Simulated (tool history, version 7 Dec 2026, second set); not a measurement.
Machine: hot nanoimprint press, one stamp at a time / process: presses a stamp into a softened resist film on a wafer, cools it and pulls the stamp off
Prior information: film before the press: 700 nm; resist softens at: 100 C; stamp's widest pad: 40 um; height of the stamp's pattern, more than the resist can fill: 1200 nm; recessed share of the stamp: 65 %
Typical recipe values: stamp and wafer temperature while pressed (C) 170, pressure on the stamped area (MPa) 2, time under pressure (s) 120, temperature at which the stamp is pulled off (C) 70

run,hour,stamp and wafer temperature while pressed (C),pressure on the stamped area (MPa),time under pressure (s),temperature at which the stamp is pulled off (C),resist left under the stamp's widest pad (angstrom),greatest force while the stamp is pulled off (N)
1,0,170,2,120,70,2718,120
2,82.8,170,2,120,70,2740,129
3,145.1,170,2,120,70,2760,134
# hour 183.1: plate thermocouple calibrated
4,185.3,170,2,120,70,2914,144
5,228.5,170,2,120,70,2937,142
# hour 244.1: stamp cleaned and given a new release coat
6,302.3,170,2,120,70,2973,124
7,362.4,170,2,220,70,2271,125
8,427.2,170,2,220,70,2303,135
9,502.1,170,2,220,70,2338,141
# hour 532: stamp cleaned and given a new release coat
10,550.1,168,2,120,70,3336,117
# hour 618.3: press's hydraulic seals changed and the load cell set to zero
11,621.3,168,2,120,60,3325,130
# hour 658.7: plate thermocouple calibrated, once more
12,661.6,168,2,120,60,2814,133
13,743.3,168,2,120,60,2842,141
14,811.1,170,2,120,70,2592,141
# hour 830.7: stamp cleaned and given a new release coat
15,898.4,170,2,120,70,2577,118
16,986.8,170,2,120,70,2620,135
17,1039.4,170,2,98,70,2873,135
# hour 1118.9: stamp cleaned and given a new release coat
18,1131.2,170,2,98,70,2891,117
19,1210.1,171,2.43,114,71,2386,122
20,1275.3,171,2.43,114,71,2376,132
21,1351.5,170,1.44,120,70,3157,136
# hour 1390: plate thermocouple calibrated
# hour 1412.5: stamp cleaned and given a new release coat
22,1428.7,177,1.24,236,55,1658,130
23,1492.9,170,2.79,130,70,2132,125

Run 24, settings as shown, results not yet in. Your forecast:
24,1571.2,170,1.28,111,70,?,?

For run 24 the tool returned resist left under the stamp's widest pad (angstrom) 3299, greatest force while the stamp is pulled off (N) 130.
The same run, on a tool lacking any hidden state, would have yielded resist left under the stamp's widest pad (angstrom) 3232, greatest force while the stamp is pulled off (N) 114.
